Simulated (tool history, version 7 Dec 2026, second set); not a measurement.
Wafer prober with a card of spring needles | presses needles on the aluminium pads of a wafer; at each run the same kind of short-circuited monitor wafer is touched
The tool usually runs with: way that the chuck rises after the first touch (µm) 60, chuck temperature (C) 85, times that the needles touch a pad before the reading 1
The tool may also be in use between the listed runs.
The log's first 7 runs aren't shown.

run,hour,way that the chuck rises after the first touch (µm),chuck temperature (C),times that the needles touch a pad before the reading,touches since the tips were cleaned,cleanings since the card got new needles,touches since the first contact's height was set,resistance of one needle with its contact and lead (mohm),way that a needle slides on the pad (µm)
# hour 65.2: tips cleaned on abrasive film
8,70.2,60,85,1,1955,45,98603,336,9.34
# hour 77.7: tips cleaned on abrasive film
9,81.0,60,85,1,1309,46,102824,318,9.35
10,89.2,60,85,1,4561,46,106076,366,9.20
# hour 90.5: tips cleaned on abrasive film
11,99.6,60,85,1,3564,47,110111,358,9.26
# hour 103.1: tips cleaned on abrasive film
12,105.1,60,85,1,782,48,112249,298,9.23
13,110.8,51,85,1,3022,48,114489,385,7.84
# hour 116.5: tips cleaned on abrasive film
14,122.0,51,85,1,2146,49,118835,362,7.87
# hour 129.2: tips cleaned on abrasive film
15,134.1,51,85,1,1942,50,123586,362,7.78
# hour 142.3: tips cleaned on abrasive film
16,146.6,51,85,1,1684,51,128465,347,7.91
17,153.5,42,40,1,4378,51,131159,471,6.42
# hour 154.7: tips cleaned on abrasive film
18,163.2,60,64,2,3340,52,134946,311,9.17
# hour 164.5: height of the first contact set anew
# hour 167.7: tips cleaned on abrasive film
19,172.9,60,64,2,2047,53,3270,297,9.62
# hour 180.8: tips cleaned on abrasive film
20,185.3,49,37,1,1763,54,8088,352,7.74
21,192.4,49,37,1,4560,54,10885,404,7.84
# hour 193.3: tips cleaned on abrasive film
22,200.0,57,85,1,2658,55,13865,353,9.02
# hour 206.4: tips cleaned on abrasive film
23,209.6,60,99,2,1259,56,17584,290,9.50
24,218.4,60,103,3,4736,56,21061,299,9.48
# hour 219.7: tips cleaned on abrasive film
25,226.8,42,27,2,2767,57,24308,360,6.62
# hour 232.2: tips cleaned on abrasive film
26,234.5,43,59,1,922,58,27336,352,6.82
27,241.1,60,105,1,3494,58,29908,362,9.49
# hour 244.5: tips cleaned on abrasive film
28,253.2,62,32,1,3426,59,34656,341,9.73
# hour 256.9: tips cleaned on abrasive film
29,261.1,60,28,2,1636,60,37710,282,9.43
30,267.9,60,28,2,4306,60,40380,311,9.51
# hour 269.6: tips cleaned on abrasive film
31,281.1,51,39,1,4536,61,45552,405,7.95
# hour 281.9: tips cleaned on abrasive film
32,293.2,52,49,1,4431,62,50269,401,8.12

Alternative continuations, all from the tool just after run 32; predict every row:
# hour 294.2: tips cleaned on abrasive film
A,304.4,54,58,1,3991,63,54628,?,?
# hour 294.2: tips cleaned on abrasive film
B,304.4,74,42,2,3991,63,54628,?,?
# hour 294.2: tips cleaned on abrasive film
C,304.4,70,49,1,3991,63,54628,?,?
# hour 294.2: tips cleaned on abrasive film
D,304.4,58,124,1,3991,63,54628,?,?
# hour 294.2: tips cleaned on abrasive film
E,304.4,52,49,2,3991,63,54628,?,?

run,resistance of one needle with its contact and lead (mohm),way that a needle slides on the pad (µm)
A,383,8.40
B,287,11.74
C,331,11.03
D,375,9.14
E,332,8.07
Stripped of hidden state, with their random variation kept, the same runs would have yielded:
run,resistance of one needle with its contact and lead (mohm),way that a needle slides on the pad (µm)
A,249,8.55
B,238,11.89
C,243,11.18
D,267,9.30
E,244,8.23

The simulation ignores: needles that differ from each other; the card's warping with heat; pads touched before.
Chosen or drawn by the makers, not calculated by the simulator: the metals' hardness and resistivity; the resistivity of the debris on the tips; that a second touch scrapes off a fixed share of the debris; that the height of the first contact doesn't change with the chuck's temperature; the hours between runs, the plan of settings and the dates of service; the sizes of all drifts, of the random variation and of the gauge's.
